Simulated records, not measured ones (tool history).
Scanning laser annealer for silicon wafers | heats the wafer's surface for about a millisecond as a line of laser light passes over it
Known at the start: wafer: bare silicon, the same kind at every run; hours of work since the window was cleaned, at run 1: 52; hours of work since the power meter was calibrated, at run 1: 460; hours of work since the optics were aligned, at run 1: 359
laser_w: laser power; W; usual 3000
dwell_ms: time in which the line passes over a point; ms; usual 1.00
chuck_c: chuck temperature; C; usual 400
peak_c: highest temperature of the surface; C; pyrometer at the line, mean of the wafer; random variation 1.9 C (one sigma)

run   hour  laser_w  dwell_ms  chuck_c  hours of work since the window was cleaned  hours of work since the power meter was calibrated  hours of work since the optics were aligned  peak_c
  1    0.0     3000      1.00      400                                          52                                                 460                                          359    1119
  2   24.3     3000      1.00      400                                          62                                                 470                                          369    1120
  3   53.0     3000      1.00      400                                          74                                                 482                                          381    1116
  4   82.5     3000      1.16      400                                          85                                                 493                                          393    1173
  5  103.7     3000      1.00      426                                          94                                                 502                                          402    1142
  6  133.7     3000      1.00      426                                         106                                                 514                                          414    1142
  7  166.0     3000      1.00      426                                         119                                                 527                                          427    1143
  8  189.0     3000      1.00      426                                         129                                                 537                                          436    1144
  9  215.5     3000      1.00      426                                         140                                                 548                                          447    1139
 10  230.5     3179      1.00      400                                         146                                                 554                                          453    1168
     237.9  -- optics aligned, line set to its width
 11  261.5     3000      1.00      400                                         156                                                 564                                           10    1110
 12  279.9     3000      1.00      400                                         164                                                 572                                           17    1108
 13  302.0     3000      1.00      400                                         173                                                 581                                           26    1110
 14  318.6     3000      1.00      400                                         179                                                 587                                           33    1107
 15  337.7     3000      1.00      400                                         187                                                 595                                           41    1107
 16  366.2     2969      0.74      426                                         199                                                 607                                           52    1033
 17  390.8     3213      0.91      410                                         209                                                 617                                           62    1142
 18  412.5     3213      0.91      373                                         218                                                 625                                           71    1108
     420.0  -- optics aligned, line set to its width, once more
 19  437.7     3213      0.91      373                                         226                                                 634                                            7    1115
 20  454.1     3213      0.91      373                                         232                                                 640                                           14    1113
 21  485.3     3213      0.91      373                                         245                                                 653                                           27    1114
 22  510.7     2647      1.00      437                                         255                                                 663                                           37    1049
 23  525.1     3203      0.71      392                                         261                                                 669                                           43    1044

The next listed run, before its measurement:
 24  552.1     2769      0.83      402                                         272                                                 680                                           54       ?

Run 24 gave peak_c 993 C.
Without the tool's hidden state the same run would have given peak_c 1017 C.

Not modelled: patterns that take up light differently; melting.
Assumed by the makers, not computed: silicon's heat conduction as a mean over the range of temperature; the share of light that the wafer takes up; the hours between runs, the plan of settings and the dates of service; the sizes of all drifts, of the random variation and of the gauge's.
